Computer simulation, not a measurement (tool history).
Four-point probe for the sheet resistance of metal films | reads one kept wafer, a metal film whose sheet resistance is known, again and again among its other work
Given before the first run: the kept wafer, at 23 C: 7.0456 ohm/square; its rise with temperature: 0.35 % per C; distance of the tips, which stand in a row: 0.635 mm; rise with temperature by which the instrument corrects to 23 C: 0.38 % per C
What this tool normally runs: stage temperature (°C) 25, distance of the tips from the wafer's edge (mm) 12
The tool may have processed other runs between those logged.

run    day  stage temperature (°C)  distance of the tips from the wafer's edge (mm)  sheet resistance as the instrument gives it (ohm/square)
  1  0.000                      25                                               12                                                  7.084158
  2  0.521                      23                                               12                                                  7.086124
  3  1.075                      25                                               12                                                  7.080722
  4  1.833                      25                                               12                                                  7.082668
  5  2.471                      25                                               12                                                  7.083142
  6  2.983                      25                                               12                                                  7.082093
     3.075  -- stage's thermometer calibrated
  7  3.354                      25                                               12                                                  7.081387
  8  4.112                      25                                               37                                                  7.070568
  9  4.733                      25                                               37                                                  7.074674
 10  5.246                      25                                               37                                                  7.072753
 11  6.083                      25                                               37                                                  7.072074
     6.442  -- stage's thermometer calibrated, once more
 12  6.525                      29                                               10                                                  7.078677
 13  7.333                      21                                               47                                                  7.083127
 14  8.088                      23                                               47                                                  7.080767
 15  8.662                      31                                                8                                                  7.084950
 16  9.342                      29                                               55                                                  7.068466
 17  9.821                      24                                               42                                                  7.078018

Run 18 has not been measured yet. What should we expect?
 18  10.312                      24                                               42                                                         ?

Logged for run 18: sheet resistance as the instrument gives it (ohm/square) 7.075892.
Take away the tool's hidden state, keep the run-to-run variation as it was, and the same run would have given sheet resistance as the instrument gives it (ohm/square) 7.041705.
